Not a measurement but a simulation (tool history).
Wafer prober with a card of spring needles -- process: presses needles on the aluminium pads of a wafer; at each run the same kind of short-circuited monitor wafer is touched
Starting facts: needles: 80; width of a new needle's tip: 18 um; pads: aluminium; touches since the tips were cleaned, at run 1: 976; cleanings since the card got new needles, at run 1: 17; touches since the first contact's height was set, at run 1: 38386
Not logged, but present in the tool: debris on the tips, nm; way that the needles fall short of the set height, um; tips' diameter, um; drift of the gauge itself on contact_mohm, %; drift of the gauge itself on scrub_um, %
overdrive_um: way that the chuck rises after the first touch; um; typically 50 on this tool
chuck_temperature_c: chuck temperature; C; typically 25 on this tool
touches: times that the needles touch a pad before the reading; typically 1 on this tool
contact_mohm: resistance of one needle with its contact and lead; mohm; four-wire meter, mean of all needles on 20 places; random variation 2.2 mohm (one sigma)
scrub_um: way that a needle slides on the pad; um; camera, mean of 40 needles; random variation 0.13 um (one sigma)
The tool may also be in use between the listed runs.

run   hour  overdrive_um  chuck_temperature_c  touches  touches since the tips were cleaned  cleanings since the card got new needles  touches since the first contact's height was set  contact_mohm  scrub_um
  1    0.0            50                   25        1                                  976                                        17                                             38386           308      9.36
       4.9  -- tips cleaned on abrasive film
  2   12.0            50                   25        1                                 1986                                        18                                             41706           436      9.21
      13.9  -- tips cleaned on abrasive film
      22.7  -- tips cleaned on abrasive film
      31.0  -- tips cleaned on abrasive film
  3   34.1            50                   25        1                                  868                                        21                                             47813           316      9.18
      38.7  -- tips cleaned on abrasive film
  4   45.2            50                   25        1                                 1801                                        22                                             50870           372      9.32
      46.9  -- tips cleaned on abrasive film
      55.4  -- tips cleaned on abrasive film
      63.6  -- tips cleaned on abrasive film
  5   69.3            50                   25        1                                 1591                                        25                                             57534           352      8.89
      72.5  -- tips cleaned on abrasive film
      81.1  -- tips cleaned on abrasive film
      89.3  -- tips cleaned on abrasive film
  6   92.5            50                   25        1                                  869                                        28                                             63915           315      9.17
      96.8  -- tips cleaned on abrasive film
     101.7  -- tips cleaned on abrasive film, once more
  7  108.4            50                   25        1                                 1861                                        30                                             68318           371      9.09
     110.3  -- tips cleaned on abrasive film
     118.2  -- tips cleaned on abrasive film
     125.8  -- tips cleaned on abrasive film
  8  128.6            50                   25        1                                  792                                        33                                             73878           323      8.95
     133.4  -- tips cleaned on abrasive film
     141.5  -- tips cleaned on abrasive film
     149.4  -- tips cleaned on abrasive film
  9  152.3            32                   56        2                                  792                                        36                                             80404           368      5.37
     157.6  -- tips cleaned on abrasive film
 10  163.0            56                   84        2                                 1510                                        37                                             83391           303      9.91
     165.9  -- tips cleaned on abrasive film
     173.6  -- tips cleaned on abrasive film
     181.0  -- tips cleaned on abrasive film
 11  181.7            32                   25        2                                  203                                        40                                             88514           309      5.53
     188.7  -- tips cleaned on abrasive film
     196.4  -- tips cleaned on abrasive film
 12  197.3            57                   29        2                                  259                                        42                                             92824           262     10.06
     204.4  -- tips cleaned on abrasive film
 13  210.5            30                   83        2                                 1681                                        43                                             96475           476      4.72
     212.4  -- tips cleaned on abrasive film
     220.0  -- tips cleaned on abrasive film
 14  226.9            50                   28        1                                 1920                                        45                                            101012           376      8.41
     228.5  -- tips cleaned on abrasive film
     236.4  -- tips cleaned on abrasive film
     245.3  -- tips cleaned on abrasive film
 15  249.8            63                   25        1                                 1261                                        48                                            107327           311     11.13

Predict each of these 3 candidate next runs independently; none follows another, all start after run 15:
     253.4  -- tips cleaned on abrasive film
     261.4  -- tips cleaned on abrasive film
  A  262.4            50                   58        1                                  272                                        50                                            110790             ?         ?
     253.4  -- tips cleaned on abrasive film
     261.4  -- tips cleaned on abrasive film
  B  262.4            58                   25        1                                  272                                        50                                            110790             ?         ?
     253.4  -- tips cleaned on abrasive film
     261.4  -- tips cleaned on abrasive film
  C  262.4            63                  114        3                                  272                                        50                                            110790             ?         ?

run  contact_mohm  scrub_um
  A           293      8.76
  B           271     10.40
  C           270     10.94
Without the tool's hidden state the same runs would have given:
run  contact_mohm  scrub_um
  A           251      9.75
  B           238     11.39
  C           259     11.92
